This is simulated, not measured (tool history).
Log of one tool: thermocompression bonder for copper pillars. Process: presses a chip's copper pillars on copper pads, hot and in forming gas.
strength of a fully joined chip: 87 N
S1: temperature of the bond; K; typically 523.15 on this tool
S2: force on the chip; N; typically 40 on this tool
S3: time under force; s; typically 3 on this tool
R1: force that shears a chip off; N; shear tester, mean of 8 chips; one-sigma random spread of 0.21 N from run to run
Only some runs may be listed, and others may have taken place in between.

run,hour,S1,S2,S3,R1
1,0,523.15,40,3,64
2,94.4,523.15,40,3,63.1
# hour 145.3: forming gas filter changed
3,176.6,523.15,40,3,66.7
4,254.4,524.15,40,3,66.4
# hour 269: force cell calibrated
5,343.5,524.15,40,3,64.3
6,430.1,531.15,40,3,68.1
7,488.3,531.15,40,3,67.1
8,556.2,531.15,40,3,66.5
# hour 576.7: forming gas filter changed
9,608.3,531.15,40,3,70.6
10,670.2,531.15,40,3,70.4
11,717.8,531.15,40,3,69.9
12,762.2,531.15,40,3,69.7
13,825.8,534.15,57,7,81

Run 14, settings as shown, results not yet in. Your forecast:
14,916,532.15,34,5,?

R1: 72.1 N
Without the tool's hidden state the same run would have given R1 73.6 N.

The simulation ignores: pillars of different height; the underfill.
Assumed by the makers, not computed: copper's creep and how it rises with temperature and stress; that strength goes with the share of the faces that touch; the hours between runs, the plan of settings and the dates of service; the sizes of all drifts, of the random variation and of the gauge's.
